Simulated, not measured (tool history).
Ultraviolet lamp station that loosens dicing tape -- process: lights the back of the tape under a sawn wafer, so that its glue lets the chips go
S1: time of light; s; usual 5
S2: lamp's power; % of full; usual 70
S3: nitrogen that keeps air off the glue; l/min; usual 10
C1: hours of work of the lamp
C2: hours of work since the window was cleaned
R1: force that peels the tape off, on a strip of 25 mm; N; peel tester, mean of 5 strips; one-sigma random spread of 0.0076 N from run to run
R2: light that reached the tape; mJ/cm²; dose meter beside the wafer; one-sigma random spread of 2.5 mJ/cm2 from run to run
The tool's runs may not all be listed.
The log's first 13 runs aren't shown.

{"run": 14, "hour": 727.2, "S1": 4, "S2": 70, "S3": 19, "C1": 257, "C2": 210, "R1": 0.414, "R2": 186}
{"run": 15, "hour": 777.5, "S1": 4, "S2": 70, "S3": 19, "C1": 286, "C2": 238, "R1": 0.448, "R2": 178}
{"hour": 785.1, "done": "window cleaned of glue's vapour"}
{"run": 16, "hour": 838.7, "S1": 5, "S2": 70, "S3": 10, "C1": 320, "C2": 30, "R1": 0.341, "R2": 260}
{"run": 17, "hour": 881.1, "S1": 5, "S2": 70, "S3": 10, "C1": 344, "C2": 54, "R1": 0.384, "R2": 257}
{"run": 18, "hour": 939.8, "S1": 5, "S2": 70, "S3": 10, "C1": 377, "C2": 88, "R1": 0.395, "R2": 247}
{"run": 19, "hour": 977.6, "S1": 5, "S2": 70, "S3": 10, "C1": 399, "C2": 109, "R1": 0.42, "R2": 243}
{"run": 20, "hour": 1041.1, "S1": 5, "S2": 70, "S3": 10, "C1": 435, "C2": 145, "R1": 0.439, "R2": 229}
{"run": 21, "hour": 1099.7, "S1": 5, "S2": 70, "S3": 10, "C1": 468, "C2": 179, "R1": 0.458, "R2": 229}
{"run": 22, "hour": 1155.7, "S1": 5, "S2": 70, "S3": 10, "C1": 500, "C2": 210, "R1": 0.464, "R2": 214}
{"hour": 1206.9, "done": "window cleaned of glue's vapour"}
{"run": 23, "hour": 1206.9, "S1": 5, "S2": 89, "S3": 10, "C1": 529, "C2": 0, "R1": 0.255, "R2": 321}
{"run": 24, "hour": 1237.9, "S1": 5, "S2": 95, "S3": 10, "C1": 546, "C2": 18, "R1": 0.227, "R2": 336}
{"run": 25, "hour": 1310.2, "S1": 5, "S2": 95, "S3": 10, "C1": 587, "C2": 59, "R1": 0.253, "R2": 327}
{"run": 26, "hour": 1376.2, "S1": 5, "S2": 70, "S3": 10, "C1": 625, "C2": 96, "R1": 0.44, "R2": 227}
{"run": 27, "hour": 1409.7, "S1": 4, "S2": 82, "S3": 3, "C1": 644, "C2": 115, "R1": 1.018, "R2": 209}
{"run": 28, "hour": 1480.2, "S1": 4, "S2": 70, "S3": 10, "C1": 684, "C2": 155, "R1": 0.678, "R2": 172}
{"run": 29, "hour": 1547.7, "S1": 4, "S2": 70, "S3": 10, "C1": 722, "C2": 193, "R1": 0.698, "R2": 169}
{"run": 30, "hour": 1609.9, "S1": 4, "S2": 70, "S3": 10, "C1": 758, "C2": 229, "R1": 0.758, "R2": 165}
{"hour": 1631.0, "done": "window cleaned of glue's vapour"}
{"run": 31, "hour": 1677.2, "S1": 4, "S2": 70, "S3": 10, "C1": 795, "C2": 26, "R1": 0.65, "R2": 180}
{"run": 32, "hour": 1726.0, "S1": 4, "S2": 70, "S3": 10, "C1": 823, "C2": 54, "R1": 0.671, "R2": 173}
{"run": 33, "hour": 1795.2, "S1": 5, "S2": 70, "S3": 6, "C1": 862, "C2": 93, "R1": 0.692, "R2": 211}
{"run": 34, "hour": 1855.3, "S1": 4, "S2": 64, "S3": 5, "C1": 896, "C2": 127, "R1": 1.186, "R2": 149}
{"run": 35, "hour": 1927.1, "S1": 5, "S2": 70, "S3": 9, "C1": 937, "C2": 168, "R1": 0.626, "R2": 196}
{"run": 36, "hour": 1992.2, "S1": 9, "S2": 81, "S3": 9, "C1": 974, "C2": 205, "R1": 0.182, "R2": 387}
{"run": 37, "hour": 2024.9, "S1": 9, "S2": 81, "S3": 9, "C1": 993, "C2": 224, "R1": 0.203, "R2": 382}

What does the tool deliver on the next run?
{"hour": 2055.7, "done": "window cleaned of glue's vapour"}
{"run": 38, "hour": 2096.4, "S1": 4, "S2": 64, "S3": 10, "C1": 1033, "C2": 23, "R1": "?", "R2": "?"}

R1: 0.832 N
R2: 150 mJ/cm²
The same run, on a tool lacking any hidden state, would have yielded R1 0.503 N, R2 214 mJ/cm².

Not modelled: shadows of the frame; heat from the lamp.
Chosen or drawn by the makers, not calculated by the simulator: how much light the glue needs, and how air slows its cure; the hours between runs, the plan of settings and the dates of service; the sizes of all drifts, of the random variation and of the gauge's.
